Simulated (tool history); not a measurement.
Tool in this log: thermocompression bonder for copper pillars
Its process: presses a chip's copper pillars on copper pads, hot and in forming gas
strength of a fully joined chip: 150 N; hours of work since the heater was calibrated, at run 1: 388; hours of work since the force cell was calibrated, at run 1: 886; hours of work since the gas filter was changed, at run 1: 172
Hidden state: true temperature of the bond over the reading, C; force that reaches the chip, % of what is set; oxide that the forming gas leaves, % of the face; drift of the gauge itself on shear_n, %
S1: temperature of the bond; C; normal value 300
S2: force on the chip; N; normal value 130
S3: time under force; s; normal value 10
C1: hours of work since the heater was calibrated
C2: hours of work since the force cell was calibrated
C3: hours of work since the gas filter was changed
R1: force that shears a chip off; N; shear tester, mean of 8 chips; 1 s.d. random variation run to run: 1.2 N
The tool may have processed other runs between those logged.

{"run": 1, "hour": 0.0, "S1": 300, "S2": 130, "S3": 10, "C1": 388, "C2": 886, "C3": 172, "R1": 98.6}
{"run": 2, "hour": 48.3, "S1": 300, "S2": 130, "S3": 10, "C1": 417, "C2": 916, "C3": 202, "R1": 99.6}
{"run": 3, "hour": 78.3, "S1": 300, "S2": 130, "S3": 10, "C1": 435, "C2": 934, "C3": 220, "R1": 102.6}
{"hour": 94.7, "done": "forming gas filter changed"}
{"run": 4, "hour": 123.5, "S1": 300, "S2": 121, "S3": 10, "C1": 463, "C2": 961, "C3": 18, "R1": 101.0}
{"run": 5, "hour": 143.0, "S1": 299, "S2": 130, "S3": 10, "C1": 475, "C2": 973, "C3": 30, "R1": 100.7}
{"run": 6, "hour": 191.3, "S1": 300, "S2": 130, "S3": 10, "C1": 504, "C2": 1003, "C3": 59, "R1": 103.8}
{"run": 7, "hour": 217.0, "S1": 300, "S2": 130, "S3": 10, "C1": 520, "C2": 1018, "C3": 75, "R1": 101.5}
{"run": 8, "hour": 265.6, "S1": 300, "S2": 130, "S3": 9, "C1": 550, "C2": 1048, "C3": 104, "R1": 97.3}
{"run": 9, "hour": 300.7, "S1": 300, "S2": 130, "S3": 9, "C1": 571, "C2": 1070, "C3": 126, "R1": 96.5}
{"run": 10, "hour": 339.9, "S1": 300, "S2": 130, "S3": 9, "C1": 595, "C2": 1094, "C3": 150, "R1": 96.2}
{"run": 11, "hour": 381.7, "S1": 300, "S2": 130, "S3": 9, "C1": 620, "C2": 1119, "C3": 175, "R1": 97.0}
{"run": 12, "hour": 419.3, "S1": 286, "S2": 130, "S3": 9, "C1": 643, "C2": 1142, "C3": 198, "R1": 87.5}
{"run": 13, "hour": 458.8, "S1": 286, "S2": 114, "S3": 9, "C1": 668, "C2": 1166, "C3": 222, "R1": 83.7}
{"hour": 470.7, "done": "forming gas filter changed"}
{"run": 14, "hour": 500.6, "S1": 286, "S2": 113, "S3": 9, "C1": 693, "C2": 1191, "C3": 18, "R1": 84.5}
{"run": 15, "hour": 546.0, "S1": 300, "S2": 110, "S3": 15, "C1": 721, "C2": 1219, "C3": 46, "R1": 104.8}
{"run": 16, "hour": 571.1, "S1": 280, "S2": 157, "S3": 16, "C1": 736, "C2": 1234, "C3": 61, "R1": 105.9}
{"hour": 577.2, "done": "heater calibrated with a thermocouple chip"}
{"run": 17, "hour": 603.2, "S1": 272, "S2": 166, "S3": 15, "C1": 16, "C2": 1253, "C3": 80, "R1": 98.8}
{"run": 18, "hour": 630.2, "S1": 300, "S2": 88, "S3": 10, "C1": 32, "C2": 1269, "C3": 96, "R1": 83.6}
{"run": 19, "hour": 656.2, "S1": 300, "S2": 122, "S3": 10, "C1": 48, "C2": 1285, "C3": 112, "R1": 97.5}
{"run": 20, "hour": 685.1, "S1": 302, "S2": 130, "S3": 12, "C1": 66, "C2": 1303, "C3": 130, "R1": 102.8}
{"hour": 691.1, "done": "heater calibrated with a thermocouple chip, once more"}
{"run": 21, "hour": 734.5, "S1": 310, "S2": 88, "S3": 22, "C1": 27, "C2": 1332, "C3": 159, "R1": 116.6}
{"run": 22, "hour": 763.6, "S1": 326, "S2": 130, "S3": 10, "C1": 44, "C2": 1350, "C3": 177, "R1": 118.0}
{"run": 23, "hour": 807.3, "S1": 321, "S2": 90, "S3": 8, "C1": 71, "C2": 1376, "C3": 203, "R1": 99.9}
{"run": 24, "hour": 847.3, "S1": 292, "S2": 189, "S3": 10, "C1": 95, "C2": 1401, "C3": 228, "R1": 109.3}
{"hour": 850.3, "done": "forming gas filter changed"}
{"run": 25, "hour": 880.3, "S1": 327, "S2": 118, "S3": 10, "C1": 115, "C2": 1421, "C3": 18, "R1": 117.8}
{"run": 26, "hour": 928.7, "S1": 291, "S2": 124, "S3": 11, "C1": 145, "C2": 1450, "C3": 48, "R1": 98.5}
{"hour": 936.2, "done": "force cell calibrated"}
{"run": 27, "hour": 963.1, "S1": 300, "S2": 88, "S3": 10, "C1": 165, "C2": 16, "C3": 68, "R1": 87.7}

Run by run, hidden condition taken away, random variation retained:
run=1 R1=103.7
run=2 R1=105.4
run=3 R1=108.9
run=4 R1=103.4
run=5 R1=103.3
run=6 R1=107.2
run=7 R1=105.2
run=8 R1=101.6
run=9 R1=101.3
run=10 R1=101.5
run=11 R1=102.9
run=12 R1=93.9
run=13 R1=90.4
run=14 R1=88.5
run=15 R1=109.1
run=16 R1=111.0
run=17 R1=105.3
run=18 R1=89.5
run=19 R1=104.0
run=20 R1=109.5
run=21 R1=118.1
run=22 R1=120.1
run=23 R1=101.8
run=24 R1=112.3
run=25 R1=117.0
run=26 R1=98.4
run=27 R1=90.2
